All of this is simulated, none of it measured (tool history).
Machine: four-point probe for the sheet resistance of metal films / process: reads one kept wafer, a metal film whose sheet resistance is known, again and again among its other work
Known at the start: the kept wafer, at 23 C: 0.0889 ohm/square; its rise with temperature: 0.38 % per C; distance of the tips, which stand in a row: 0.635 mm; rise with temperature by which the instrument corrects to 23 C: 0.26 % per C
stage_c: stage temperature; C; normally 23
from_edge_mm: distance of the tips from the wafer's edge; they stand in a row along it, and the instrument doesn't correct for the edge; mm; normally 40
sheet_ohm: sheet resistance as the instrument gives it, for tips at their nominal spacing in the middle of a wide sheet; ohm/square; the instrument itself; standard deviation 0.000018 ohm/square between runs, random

run 1 hour=0 | stage_c=23 from_edge_mm=40 | sheet_ohm=0.089
run 2 hour=63.3 | stage_c=23 from_edge_mm=5 | sheet_ohm=0.089747
run 3 hour=90.5 | stage_c=23 from_edge_mm=72 | sheet_ohm=0.088959
run 4 hour=133.3 | stage_c=23 from_edge_mm=40 | sheet_ohm=0.08895
run 5 hour=187.2 | stage_c=21 from_edge_mm=40 | sheet_ohm=0.088704
run 6 hour=216.6 | stage_c=21 from_edge_mm=40 | sheet_ohm=0.088692
run 7 hour=246.1 | stage_c=21 from_edge_mm=40 | sheet_ohm=0.088699
run 8 hour=283.7 | stage_c=32 from_edge_mm=40 | sheet_ohm=0.08971
run 9 hour=347.4 | stage_c=32 from_edge_mm=40 | sheet_ohm=0.089681
run 10 hour=406.7 | stage_c=23 from_edge_mm=40 | sheet_ohm=0.088812
run 11 hour=447.9 | stage_c=23 from_edge_mm=40 | sheet_ohm=0.088749
run 12 hour=486.4 | stage_c=23 from_edge_mm=40 | sheet_ohm=0.088725
run 13 hour=543.6 | stage_c=23 from_edge_mm=26 | sheet_ohm=0.088705
run 14 hour=594.9 | stage_c=23 from_edge_mm=26 | sheet_ohm=0.08868
run 15 hour=628 | stage_c=23 from_edge_mm=26 | sheet_ohm=0.088664
run 16 hour=661.7 | stage_c=23 from_edge_mm=6 | sheet_ohm=0.089164
run 17 hour=717.4 | stage_c=23 from_edge_mm=6 | sheet_ohm=0.089123
-- hour=722.5 stage's thermometer calibrated
run 18 hour=759 | stage_c=23 from_edge_mm=11 | sheet_ohm=0.088752
run 19 hour=817.5 | stage_c=24 from_edge_mm=4 | sheet_ohm=0.089825
-- hour=850.6 stage's thermometer calibrated, once more
run 20 hour=879.9 | stage_c=34 from_edge_mm=46 | sheet_ohm=0.089456
run 21 hour=906.6 | stage_c=20 from_edge_mm=8 | sheet_ohm=0.088356
run 22 hour=966 | stage_c=22 from_edge_mm=8 | sheet_ohm=0.088565
run 23 hour=998.6 | stage_c=19 from_edge_mm=8 | sheet_ohm=0.088222
run 24 hour=1055.6 | stage_c=24 from_edge_mm=53 | sheet_ohm=0.088397
-- hour=1067.4 new probe head fitted
run 25 hour=1086.3 | stage_c=31 from_edge_mm=25 | sheet_ohm=0.089406
run 26 hour=1133.5 | stage_c=34 from_edge_mm=13 | sheet_ohm=0.089753
run 27 hour=1197 | stage_c=21 from_edge_mm=62 | sheet_ohm=0.088371
run 28 hour=1235.4 | stage_c=27 from_edge_mm=51 | sheet_ohm=0.088939
run 29 hour=1273 | stage_c=20 from_edge_mm=26 | sheet_ohm=0.088227
run 30 hour=1320 | stage_c=21 from_edge_mm=18 | sheet_ohm=0.088317
run 31 hour=1385 | stage_c=21 from_edge_mm=34 | sheet_ohm=0.088249

Predict each of these 4 candidate next runs independently; none follows another, all start after run 31:
run A hour=1444.1 | stage_c=32 from_edge_mm=54 | sheet_ohm=?
run B hour=1444.1 | stage_c=22 from_edge_mm=68 | sheet_ohm=?
run C hour=1444.1 | stage_c=22 from_edge_mm=66 | sheet_ohm=?
run D hour=1444.1 | stage_c=35 from_edge_mm=6 | sheet_ohm=?

run=A sheet_ohm=0.089281
run=B sheet_ohm=0.088296
run=C sheet_ohm=0.088302
run=D sheet_ohm=0.090091
With the hidden condition removed and each run's random variation left untouched, the same runs would have given:
run=A sheet_ohm=0.08979
run=B sheet_ohm=0.088798
run=C sheet_ohm=0.088804
run=D sheet_ohm=0.090605
